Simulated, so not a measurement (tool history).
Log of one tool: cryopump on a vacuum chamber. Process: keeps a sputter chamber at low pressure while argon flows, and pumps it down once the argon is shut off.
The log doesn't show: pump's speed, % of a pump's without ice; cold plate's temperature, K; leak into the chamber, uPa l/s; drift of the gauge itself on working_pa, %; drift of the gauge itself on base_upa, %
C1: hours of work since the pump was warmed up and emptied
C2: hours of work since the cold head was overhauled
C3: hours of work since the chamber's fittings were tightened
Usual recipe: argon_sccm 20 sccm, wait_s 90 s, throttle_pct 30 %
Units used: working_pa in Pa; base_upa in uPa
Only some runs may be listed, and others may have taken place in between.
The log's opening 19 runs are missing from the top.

{"run": 20, "hour": 190.0, "argon_sccm": 10, "wait_s": 92, "throttle_pct": 30, "C1": 323, "C2": 323, "C3": 524, "working_pa": 0.0542, "base_upa": 1.92}
{"run": 21, "hour": 198.1, "argon_sccm": 30, "wait_s": 92, "throttle_pct": 40, "C1": 328, "C2": 328, "C3": 529, "working_pa": 0.1239, "base_upa": 1.87}
{"run": 22, "hour": 205.5, "argon_sccm": 14, "wait_s": 243, "throttle_pct": 30, "C1": 332, "C2": 332, "C3": 533, "working_pa": 0.077, "base_upa": 1.07}
{"run": 23, "hour": 217.3, "argon_sccm": 14, "wait_s": 243, "throttle_pct": 30, "C1": 339, "C2": 339, "C3": 541, "working_pa": 0.076, "base_upa": 1.08}
{"run": 24, "hour": 229.7, "argon_sccm": 20, "wait_s": 90, "throttle_pct": 37, "C1": 347, "C2": 347, "C3": 548, "working_pa": 0.0891, "base_upa": 1.98}
{"run": 25, "hour": 243.4, "argon_sccm": 20, "wait_s": 90, "throttle_pct": 37, "C1": 355, "C2": 355, "C3": 557, "working_pa": 0.089, "base_upa": 1.93}
{"run": 26, "hour": 250.5, "argon_sccm": 20, "wait_s": 90, "throttle_pct": 37, "C1": 360, "C2": 360, "C3": 561, "working_pa": 0.0889, "base_upa": 1.94}
{"run": 27, "hour": 256.8, "argon_sccm": 20, "wait_s": 90, "throttle_pct": 37, "C1": 364, "C2": 364, "C3": 565, "working_pa": 0.0889, "base_upa": 1.97}
{"run": 28, "hour": 272.0, "argon_sccm": 20, "wait_s": 90, "throttle_pct": 37, "C1": 373, "C2": 373, "C3": 574, "working_pa": 0.0892, "base_upa": 1.96}
{"run": 29, "hour": 281.2, "argon_sccm": 30, "wait_s": 225, "throttle_pct": 30, "C1": 378, "C2": 378, "C3": 580, "working_pa": 0.1644, "base_upa": 1.12}
{"run": 30, "hour": 295.8, "argon_sccm": 17, "wait_s": 102, "throttle_pct": 27, "C1": 387, "C2": 387, "C3": 589, "working_pa": 0.1028, "base_upa": 1.82}
{"run": 31, "hour": 310.9, "argon_sccm": 17, "wait_s": 102, "throttle_pct": 27, "C1": 397, "C2": 397, "C3": 598, "working_pa": 0.1029, "base_upa": 1.89}
{"run": 32, "hour": 320.6, "argon_sccm": 27, "wait_s": 38, "throttle_pct": 43, "C1": 403, "C2": 403, "C3": 604, "working_pa": 0.103, "base_upa": 3.98}
{"run": 33, "hour": 330.9, "argon_sccm": 10, "wait_s": 42, "throttle_pct": 37, "C1": 409, "C2": 409, "C3": 610, "working_pa": 0.0447, "base_upa": 3.59}
{"run": 34, "hour": 343.8, "argon_sccm": 20, "wait_s": 279, "throttle_pct": 30, "C1": 417, "C2": 417, "C3": 618, "working_pa": 0.1097, "base_upa": 1.08}

Each row is a separate what-if for the run after 34, all from the same tool condition, not one after another. Results?
{"run": "A", "hour": 357.7, "argon_sccm": 16, "wait_s": 90, "throttle_pct": 17, "C1": 425, "C2": 425, "C3": 627, "working_pa": "?", "base_upa": "?"}
{"run": "B", "hour": 357.7, "argon_sccm": 29, "wait_s": 90, "throttle_pct": 30, "C1": 425, "C2": 425, "C3": 627, "working_pa": "?", "base_upa": "?"}
{"run": "C", "hour": 357.7, "argon_sccm": 13, "wait_s": 190, "throttle_pct": 30, "C1": 425, "C2": 425, "C3": 627, "working_pa": "?", "base_upa": "?"}

run=A working_pa=0.1527 base_upa=2.03
run=B working_pa=0.1585 base_upa=1.99
run=C working_pa=0.0717 base_upa=1.30
The same runs, with their run-to-run variation unchanged, on a tool lacking any hidden condition would have given:
run=A working_pa=0.1499 base_upa=1.70
run=B working_pa=0.1534 base_upa=1.66
run=C working_pa=0.0695 base_upa=0.96
